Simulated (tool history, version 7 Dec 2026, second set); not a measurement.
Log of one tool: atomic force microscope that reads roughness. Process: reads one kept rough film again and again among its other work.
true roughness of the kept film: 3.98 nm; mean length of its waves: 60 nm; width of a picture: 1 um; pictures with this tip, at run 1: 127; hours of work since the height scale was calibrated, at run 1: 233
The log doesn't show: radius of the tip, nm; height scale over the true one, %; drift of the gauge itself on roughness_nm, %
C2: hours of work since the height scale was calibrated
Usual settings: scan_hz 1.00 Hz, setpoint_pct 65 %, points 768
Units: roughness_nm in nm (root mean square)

Run 1, day 0.000: usual settings; pictures with this tip 127; C2 233. Result: roughness_nm 3.671 nm (root mean square).
At day 0.812: new tip fitted.
Run 2, day 2.017: usual settings; pictures with this tip 61; C2 269. Result: roughness_nm 3.643 nm (root mean square).
Run 3, day 2.929: usual settings; pictures with this tip 107; C2 286. Result: roughness_nm 3.662 nm (root mean square).
At day 4.067: new tip fitted.
Run 4, day 4.975: usual settings; pictures with this tip 46; C2 322. Result: roughness_nm 3.657 nm (root mean square).
Run 5, day 6.392: usual settings; pictures with this tip 118; C2 348. Result: roughness_nm 3.659 nm (root mean square).
At day 7.392: new tip fitted.
Run 6, day 7.642: usual settings; pictures with this tip 12; C2 371. Result: roughness_nm 3.653 nm (root mean square).
Run 7, day 9.233: usual settings but points 540; pictures with this tip 93; C2 399. Result: roughness_nm 3.668 nm (root mean square).
Run 8, day 10.175: usual settings but scan_hz 0.77 Hz; pictures with this tip 141; C2 417. Result: roughness_nm 3.672 nm (root mean square).
At day 10.671: new tip fitted.
Run 9, day 11.788: usual settings but scan_hz 0.80 Hz; pictures with this tip 56; C2 445. Result: roughness_nm 3.719 nm (root mean square).
Run 10, day 13.446: usual settings; pictures with this tip 141; C2 476. Result: roughness_nm 3.658 nm (root mean square).
At day 13.988: new tip fitted.
Run 11, day 15.404: usual settings but points 590; pictures with this tip 72; C2 511. Result: roughness_nm 3.650 nm (root mean square).
Run 12, day 16.271: usual settings but scan_hz 0.67 Hz; pictures with this tip 116; C2 527. Result: roughness_nm 3.734 nm (root mean square).
At day 17.262: new tip fitted.
Run 13, day 17.750: usual settings; pictures with this tip 25; C2 553. Result: roughness_nm 3.679 nm (root mean square).
Run 14, day 19.867: usual settings; pictures with this tip 132; C2 592. Result: roughness_nm 3.660 nm (root mean square).
At day 20.546: new tip fitted.
Run 15, day 20.967: usual settings but scan_hz 0.73 Hz; pictures with this tip 21; C2 611. Result: roughness_nm 3.723 nm (root mean square).
Run 16, day 22.233: usual settings but scan_hz 0.73 Hz; pictures with this tip 85; C2 634. Result: roughness_nm 3.687 nm (root mean square).
Run 17, day 23.317: usual settings but scan_hz 0.73 Hz; pictures with this tip 140; C2 654. Result: roughness_nm 3.699 nm (root mean square).
At day 23.800: new tip fitted.
Run 18, day 24.808: usual settings; pictures with this tip 51; C2 681. Result: roughness_nm 3.656 nm (root mean square).
Run 19, day 25.904: usual settings; pictures with this tip 106; C2 701. Result: roughness_nm 3.664 nm (root mean square).
At day 27.050: new tip fitted.
Run 20, day 28.025: usual settings; pictures with this tip 50; C2 739. Result: roughness_nm 3.675 nm (root mean square).
Run 21, day 29.962: usual settings but points 308; pictures with this tip 148; C2 774. Result: roughness_nm 3.629 nm (root mean square).
At day 30.308: new tip fitted.
Run 22, day 30.858: usual settings but scan_hz 1.69 Hz, setpoint_pct 76 %, points 484; pictures with this tip 28; C2 790. Result: roughness_nm 3.362 nm (root mean square).
Run 23, day 32.529: usual settings but scan_hz 1.11 Hz, points 383; pictures with this tip 112; C2 820. Result: roughness_nm 3.647 nm (root mean square).
At day 33.550: new tip fitted.
Run 24, day 34.446: usual settings but scan_hz 1.04 Hz, points 401; pictures with this tip 46; C2 855. Result: roughness_nm 3.654 nm (root mean square).
Run 25, day 35.379: usual settings but scan_hz 1.43 Hz, setpoint_pct 79 %, points 579; pictures with this tip 93; C2 872. Result: roughness_nm 3.372 nm (root mean square).
At day 36.871: new tip fitted.
Run 26, day 37.475: usual settings but scan_hz 1.43 Hz, setpoint_pct 79 %, points 579; pictures with this tip 31; C2 909. Result: roughness_nm 3.400 nm (root mean square).
Run 27, day 39.396: usual settings but scan_hz 1.30 Hz, setpoint_pct 66 %, points 264; pictures with this tip 129; C2 944. Result: roughness_nm 3.595 nm (root mean square).
At day 40.075: new tip fitted.
Run 28, day 41.538: usual settings but scan_hz 0.76 Hz, setpoint_pct 66 %, points 264; pictures with this tip 74; C2 983. Result: roughness_nm 3.660 nm (root mean square).
Run 29, day 42.796: usual settings but scan_hz 3.77 Hz, setpoint_pct 66 %, points 860; pictures with this tip 138; C2 1006. Result: roughness_nm 3.266 nm (root mean square).
At day 43.412: new tip fitted.
At day 44.438: height scale calibrated on a step standard.
Run 30, day 44.696: usual settings but scan_hz 1.50 Hz, setpoint_pct 90 %, points 286; pictures with this tip 63; C2 5. Result: roughness_nm 3.094 nm (root mean square).
Run 31, day 46.212: usual settings but setpoint_pct 81 %, points 470; pictures with this tip 140; C2 32. Result: roughness_nm 3.445 nm (root mean square).
At day 46.762: new tip fitted.
Run 32, day 48.075: usual settings but scan_hz 1.51 Hz, setpoint_pct 58 %, points 470; pictures with this tip 67; C2 66. Result: roughness_nm 3.692 nm (root mean square).
Run 33, day 48.958: usual settings but scan_hz 1.12 Hz, setpoint_pct 58 %, points 611; pictures with this tip 111; C2 82. Result: roughness_nm 3.692 nm (root mean square).
At day 50.046: new tip fitted.
Run 34, day 50.246: usual settings but scan_hz 1.12 Hz, setpoint_pct 58 %, points 611; pictures with this tip 10; C2 105. Result: roughness_nm 3.674 nm (root mean square).
Run 35, day 51.588: usual settings but scan_hz 1.12 Hz, setpoint_pct 58 %, points 611; pictures with this tip 78; C2 129. Result: roughness_nm 3.707 nm (root mean square).
Run 36, day 52.604: usual settings but scan_hz 2.17 Hz, points 311; pictures with this tip 129; C2 148. Result: roughness_nm 3.477 nm (root mean square).
At day 53.333: new tip fitted.
Run 37, day 54.592: usual settings but setpoint_pct 63 %, points 441; pictures with this tip 64; C2 183. Result: roughness_nm 3.663 nm (root mean square).
At day 56.517: new tip fitted.
Run 38, day 56.517: usual settings but setpoint_pct 63 %, points 441; pictures with this tip 0; C2 218. Result: roughness_nm 3.690 nm (root mean square).
Run 39, day 58.421: usual settings but scan_hz 0.52 Hz, setpoint_pct 62 %, points 759; pictures with this tip 96; C2 253. Result: roughness_nm 3.732 nm (root mean square).

3 ways to go on from here, each from the tool as it stands after run 39. What would each give?
At day 59.733: new tip fitted.
Run A, day 59.733: usual settings but scan_hz 1.74 Hz, setpoint_pct 62 %, points 308; pictures with this tip 0; C2 276. Result: roughness_nm ?.
At day 59.733: new tip fitted.
Run B, day 59.733: usual settings but setpoint_pct 77 %; pictures with this tip 0; C2 276. Result: roughness_nm ?.
At day 59.733: new tip fitted.
Run C, day 59.733: usual settings but scan_hz 0.59 Hz, setpoint_pct 62 %, points 494; pictures with this tip 0; C2 276. Result: roughness_nm ?.

run  roughness_nm
  A         3.612
  B         3.525
  C         3.701
Without the tool's hidden state the same runs would have given:
run  roughness_nm
  A         3.612
  B         3.525
  C         3.701
